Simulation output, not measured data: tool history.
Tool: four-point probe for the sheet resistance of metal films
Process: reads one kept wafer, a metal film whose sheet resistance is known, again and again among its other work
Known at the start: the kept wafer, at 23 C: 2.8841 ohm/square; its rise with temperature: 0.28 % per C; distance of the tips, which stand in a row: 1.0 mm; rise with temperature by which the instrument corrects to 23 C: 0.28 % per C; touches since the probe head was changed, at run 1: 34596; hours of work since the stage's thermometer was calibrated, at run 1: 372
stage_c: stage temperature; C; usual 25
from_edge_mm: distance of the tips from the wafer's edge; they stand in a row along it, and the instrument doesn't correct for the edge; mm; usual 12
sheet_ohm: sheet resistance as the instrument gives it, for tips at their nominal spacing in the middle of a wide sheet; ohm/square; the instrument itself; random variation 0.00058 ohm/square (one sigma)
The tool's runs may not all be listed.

run,day,stage_c,from_edge_mm,touches since the probe head was changed,hours of work since the stage's thermometer was calibrated,sheet_ohm
1,0,25,12,34596,372,2.912683
2,0.579,25,12,34996,379,2.912178
3,1.092,25,12,35348,385,2.914091
4,1.929,25,12,35923,394,2.913198
5,2.596,21,12,36383,402,2.914552
6,3.488,25,8,36996,413,2.928634
7,4.038,25,12,37375,419,2.914574
8,4.517,25,16,37705,425,2.909641
9,5.392,25,12,38307,435,2.916018
10,6.242,25,12,38891,445,2.915286
11,6.629,25,12,39159,449,2.914726
12,7.133,25,12,39504,455,2.915761
13,7.988,25,12,40091,465,2.916009
14,8.512,25,12,40453,471,2.915841
# day 8.6: stage's thermometer calibrated
15,9.338,25,12,41008,9,2.917949
16,9.788,19,20,41315,14,2.911004

Forecast run 17:
17,10.2,22,6,41600,19,?

sheet_ohm: 2.949917 ohm/square
Without the tool's hidden state the same run would have given sheet_ohm 2.927132 ohm/square.
